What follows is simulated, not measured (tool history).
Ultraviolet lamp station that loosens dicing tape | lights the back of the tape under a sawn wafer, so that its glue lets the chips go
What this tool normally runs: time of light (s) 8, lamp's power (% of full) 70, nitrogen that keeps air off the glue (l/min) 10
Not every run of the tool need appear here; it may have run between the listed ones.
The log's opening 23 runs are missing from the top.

| run | hour | time of light (s) | lamp's power (% of full) | nitrogen that keeps air off the glue (l/min) | hours of work of the lamp | hours of work since the window was cleaned | force that peels the tape off (N) | light that reached the tape (mJ/cm²) |
|---|---|---|---|---|---|---|---|---|
| 24 | 748.0 | 12 | 83 | 7 | 977 | 352 | 0.371 | 253 |
| 25 | 793.0 | 8 | 94 | 9 | 1012 | 387 | 0.547 | 186 |
| 26 | 823.4 | 6 | 61 | 5 | 1036 | 411 | 2.559 | 90 |
| 27 | 855.7 | 6 | 96 | 10 | 1061 | 437 | 0.971 | 136 |
| 28 | 895.5 | 15 | 68 | 4 | 1093 | 468 | 0.568 | 241 |
| 29 | 928.8 | 7 | 73 | 3 | 1119 | 494 | 2.275 | 118 |
| 30 | 971.4 | 11 | 70 | 10 | 1152 | 528 | 0.622 | 180 |
|  | 975.7 | window cleaned of glue's vapour |
| 31 | 997.9 | 5 | 68 | 9 | 1173 | 17 | 2.270 | 87 |
| 32 | 1020.6 | 15 | 93 | 12 | 1191 | 35 | 0.203 | 353 |
| 33 | 1043.2 | 8 | 65 | 18 | 1209 | 53 | 0.863 | 132 |
| 34 | 1067.9 | 8 | 65 | 18 | 1228 | 73 | 0.865 | 129 |
| 35 | 1099.6 | 8 | 94 | 10 | 1253 | 98 | 0.571 | 185 |
| 36 | 1125.8 | 8 | 94 | 10 | 1274 | 118 | 0.590 | 178 |
| 37 | 1169.4 | 8 | 78 | 7 | 1308 | 152 | 1.074 | 145 |
| 38 | 1200.4 | 8 | 78 | 7 | 1332 | 177 | 1.145 | 140 |
| 39 | 1241.6 | 8 | 78 | 7 | 1365 | 209 | 1.147 | 141 |
| 40 | 1275.9 | 8 | 78 | 7 | 1392 | 236 | 1.256 | 141 |
| 41 | 1321.2 | 13 | 66 | 7 | 1427 | 272 | 0.693 | 183 |
| 42 | 1348.3 | 13 | 66 | 7 | 1449 | 293 | 0.708 | 182 |

Consider 3 possible next runs. They are alternatives, not a sequence: every one starts from the tool as it was left by run 42. What does each give?
| A | 1392.3 | 6 | 77 | 18 | 1483 | 328 | ? | ? |
| B | 1392.3 | 13 | 68 | 11 | 1483 | 328 | ? | ? |
| C | 1392.3 | 8 | 60 | 4 | 1483 | 328 | ? | ? |

| run | force that peels the tape off (N) | light that reached the tape (mJ/cm²) |
|---|---|---|
| A | 1.416 | 98 |
| B | 0.518 | 185 |
| C | 2.509 | 100 |
The same runs, with their run-to-run variation unchanged, on a tool lacking any hidden condition would have given:
| run | force that peels the tape off (N) | light that reached the tape (mJ/cm²) |
|---|---|---|
| A | 0.441 | 178 |
| B | 0.207 | 339 |
| C | 0.989 | 183 |
